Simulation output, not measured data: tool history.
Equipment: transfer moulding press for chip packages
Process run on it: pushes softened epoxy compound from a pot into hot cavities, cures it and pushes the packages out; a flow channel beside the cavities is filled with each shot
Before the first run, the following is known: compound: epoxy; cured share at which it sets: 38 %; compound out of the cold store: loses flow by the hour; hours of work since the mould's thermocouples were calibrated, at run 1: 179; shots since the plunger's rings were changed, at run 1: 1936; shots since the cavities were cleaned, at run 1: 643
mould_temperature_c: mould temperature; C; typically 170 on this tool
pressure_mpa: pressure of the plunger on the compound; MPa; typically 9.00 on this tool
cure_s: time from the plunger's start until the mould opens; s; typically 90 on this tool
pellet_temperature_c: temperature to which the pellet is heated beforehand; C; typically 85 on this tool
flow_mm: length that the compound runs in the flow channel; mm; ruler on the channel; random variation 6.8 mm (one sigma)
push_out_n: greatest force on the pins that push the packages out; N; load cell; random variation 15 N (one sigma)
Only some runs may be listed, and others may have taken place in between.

run   hour  mould_temperature_c  pressure_mpa  cure_s  pellet_temperature_c  hours of work since the mould's thermocouples were calibrated  shots since the plunger's rings were changed  shots since the cavities were cleaned  incoming compound's hours out of the cold store  flow_mm  push_out_n
  1    0.0                  170          9.00      90                    85                                                            179                                          1936                                    643                                             13.4      795        1114
  2    6.0                  170          9.00      90                    85                                                            182                                          1991                                    698                                             32.5      724        1131
  3   15.4                  170          7.00      90                    85                                                            186                                          2078                                    785                                             32.8      636        1112
  4   23.5                  170          9.00      90                    85                                                            190                                          2153                                    860                                             39.6      699        1103
  5   29.8                  170          9.00      90                    85                                                            193                                          2211                                    918                                             10.5      785        1256
  6   37.9                  170          9.00      90                    85                                                            196                                          2285                                    992                                             27.2      730        1202
  7   43.3                  170          9.00      90                    85                                                            199                                          2335                                   1042                                             43.2      687        1112
      53.2  -- cavities cleaned with cleaning compound and waxed
  8   55.8                  170          9.00      90                    85                                                            204                                          2436                                     23                                             30.8      710         739
  9   66.6                  170          9.00      90                    85                                                            209                                          2536                                    123                                              8.9      807         882
 10   72.3                  170          9.00      90                    85                                                            211                                          2589                                    176                                             22.7      739         862
 11   83.1                  170          9.00      90                    85                                                            216                                          2688                                    275                                             34.4      710         906
 12   93.9                  170          9.00      90                    85                                                            221                                          2788                                    375                                             31.5      724         959
 13  100.8                  170          9.00      90                    85                                                            224                                          2852                                    439                                             12.8      766        1072
 14  110.2                  170          9.00      90                    85                                                            229                                          2938                                    525                                             24.3      735        1078
 15  118.1                  170          9.00      90                    85                                                            232                                          3011                                    598                                             12.4      783        1120
 16  124.8                  170          9.00      90                    85                                                            235                                          3074                                    661                                             28.5      720        1066
 17  135.4                  175         10.13     114                    76                                                            240                                          3171                                    758                                             14.8      786         700
 18  144.3                  175         10.13     114                    76                                                            244                                          3253                                    840                                             35.3      722         717
 19  152.5                  178          9.00      90                    85                                                            248                                          3328                                    915                                              9.6      748         786
 20  160.1                  178         10.19      90                    78                                                            252                                          3399                                    986                                             25.6      745         786
 21  167.7                  175         10.19      90                    78                                                            255                                          3469                                   1056                                             31.3      731         913
     176.1  -- cavities cleaned with cleaning compound and waxed
 22  177.7                  175          9.52      90                    78                                                            259                                          3547                                     15                                             15.9      747         580
 23  185.4                  174         10.94     128                    79                                                            263                                          3619                                     87                                             13.6      807         520
 24  192.4                  162         10.94      86                    79                                                            266                                          3683                                    151                                             28.9      817        1797
 25  204.1                  166          9.66      82                    80                                                            271                                          3790                                    258                                             28.4      755        1555
 26  212.2                  166          9.00      90                    85                                                            275                                          3866                                    334                                             38.5      702        1275
 27  217.4                  170          8.05      90                    85                                                            277                                          3913                                    381                                             21.8      681        1035
 28  228.1                  170          7.37     126                    78                                                            282                                          4012                                    480                                             34.7      617         656
 29  233.4                  170          9.00     104                    77                                                            285                                          4061                                    529                                             46.8      657         781

Predict each of these 4 candidate next runs independently; none follows another, all start after run 29:
  A  244.4                  175          8.27      90                    94                                                            290                                          4162                                    630                                             47.5        ?           ?
  B  244.4                  172          8.82     100                    77                                                            290                                          4162                                    630                                             11.6        ?           ?
  C  244.4                  170          9.24      90                    85                                                            290                                          4162                                    630                                             38.4        ?           ?
  D  244.4                  166          9.00      93                    88                                                            290                                          4162                                    630                                             30.6        ?           ?

run  flow_mm  push_out_n
  A      603         785
  B      745         806
  C      679        1050
  D      705        1358
Without the tool's unlogged condition, the same runs would have read:
run  flow_mm  push_out_n
  A      651         529
  B      805         542
  C      733         707
  D      762         911
